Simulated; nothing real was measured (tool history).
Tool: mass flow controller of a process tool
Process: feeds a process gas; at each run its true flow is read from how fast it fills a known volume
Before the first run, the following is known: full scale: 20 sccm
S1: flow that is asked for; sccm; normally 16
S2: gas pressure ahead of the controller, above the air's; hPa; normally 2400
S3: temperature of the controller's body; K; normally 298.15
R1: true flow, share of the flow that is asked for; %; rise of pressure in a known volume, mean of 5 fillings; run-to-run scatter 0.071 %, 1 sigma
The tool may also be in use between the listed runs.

run	hour	S1	S2	S3	R1
1	0.0	16	2400	298.15	100.15
# hour 140.6: controller's zero set anew
2	481.9	16	2400	298.15	99.99
3	790.9	16	2400	298.15	99.82
4	1159.3	16	2400	298.15	100.03
5	1660.2	16	2410	298.15	99.87
6	1935.3	16	2410	298.15	100.04
7	2220.5	16	2410	298.15	100.04
# hour 2255.6: controller's zero set anew, once more
8	2551.7	16	2410	298.15	101.29
9	2910.7	16	2400	298.15	101.07
10	3311.7	16	2400	298.15	101.24
11	3655.1	16	2400	298.15	101.20
12	3961.1	16	2400	298.15	101.25
13	4392.8	2	1930	293.15	99.48
14	4699.7	15	1800	309.15	101.09
15	5189.2	15	1800	309.15	100.91
16	5564.1	12	1520	305.15	100.87
17	5856.7	2	2070	295.15	99.04
18	6275.2	6	1570	300.15	100.32
19	6515.5	6	1570	300.15	100.32
20	6848.7	14	2400	300.15	101.08

What if the next run were any one of these 4? Each begins from the tool's condition after run 20:
A	7260.8	16	2120	298.15	?
B	7260.8	15	1410	296.15	?
C	7260.8	16	2400	302.15	?
D	7260.8	4	2690	304.15	?

run	R1
A	101.52
B	101.76
C	101.18
D	99.28
The same runs, with their run-to-run variation unchanged, on a tool lacking any hidden condition would have given:
run	R1
A	99.63
B	99.90
C	99.30
D	98.10

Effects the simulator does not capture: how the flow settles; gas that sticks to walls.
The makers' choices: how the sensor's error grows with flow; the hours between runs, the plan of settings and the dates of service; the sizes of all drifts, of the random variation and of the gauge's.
